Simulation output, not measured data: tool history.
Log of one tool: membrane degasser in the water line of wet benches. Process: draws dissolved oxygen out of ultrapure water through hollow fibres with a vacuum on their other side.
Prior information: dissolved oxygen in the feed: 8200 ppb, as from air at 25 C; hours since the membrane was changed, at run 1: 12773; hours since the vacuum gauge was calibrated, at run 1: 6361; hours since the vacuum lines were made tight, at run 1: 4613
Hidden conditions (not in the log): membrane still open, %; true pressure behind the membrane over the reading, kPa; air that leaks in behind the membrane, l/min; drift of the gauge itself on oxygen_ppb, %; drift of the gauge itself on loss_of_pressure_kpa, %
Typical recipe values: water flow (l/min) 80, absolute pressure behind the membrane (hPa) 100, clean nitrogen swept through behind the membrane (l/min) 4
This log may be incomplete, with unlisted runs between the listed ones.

run	hour	water flow (l/min)	absolute pressure behind the membrane (hPa)	clean nitrogen swept through behind the membrane (l/min)	hours since the membrane was changed	hours since the vacuum gauge was calibrated	hours since the vacuum lines were made tight	dissolved oxygen in the water behind the degasser (ppb)	pressure that the water loses in the fibres (hPa)
1	0	80	100	4	12773	6361	4613	312.5	685.5
2	295.4	93	100	4	13069	6657	4908	365.8	799.5
3	605.6	93	100	4	13379	6967	5218	371.2	798.6
# hour 630.4: vacuum gauge calibrated
4	960.4	80	133	4	13733	330	5572	447.6	691.4
# hour 1045.5: seals of the vacuum lines changed
5	1276.7	80	133	2.35	14048	644	231	676.6	689
6	1610	80	133	10.31	14381	978	565	199.1	690.2
7	1854.9	80	133	10.31	14626	1223	809	200.4	687.9
8	2043.1	80	65	4	14814	1411	998	163	694.6
9	2210.4	80	100	2.02	14981	1578	1165	530.5	695.3
# hour 2390.5: membrane cartridge changed
10	2550.7	80	100	2.02	160	1914	1501	527.1	696.9
11	2793.1	80	88	10.5	403	2157	1744	118.7	697.9
12	2942.2	63	126	4.15	552	2306	1893	320.4	553.5
13	3198.5	63	126	4.15	808	2562	2149	322.3	546.5
14	3379.7	91	203	7.93	989	2743	2330	465.3	795.9
# hour 3399.1: gauge calibrated
15	3669.6	75	159	5.72	1279	3033	2620	384.4	642.2
16	3889.2	118	159	3.66	1499	3253	2840	857.1	1011.4
17	4237.4	80	95	3	1847	3601	3188	363.7	691.6
18	4532.9	53	100	4	2142	3896	3483	206.2	454.7

Run 19 is up next; what results do you expect?
19	4890.3	78	164	2.19	2500	4254	3841	?	?

Run 19 yielded dissolved oxygen in the water behind the degasser (ppb) 889.1, pressure that the water loses in the fibres (hPa) 672.5.
With the hidden condition absent and the run-to-run variation left alone, this run would have shown dissolved oxygen in the water behind the degasser (ppb) 888.7, pressure that the water loses in the fibres (hPa) 664.6.

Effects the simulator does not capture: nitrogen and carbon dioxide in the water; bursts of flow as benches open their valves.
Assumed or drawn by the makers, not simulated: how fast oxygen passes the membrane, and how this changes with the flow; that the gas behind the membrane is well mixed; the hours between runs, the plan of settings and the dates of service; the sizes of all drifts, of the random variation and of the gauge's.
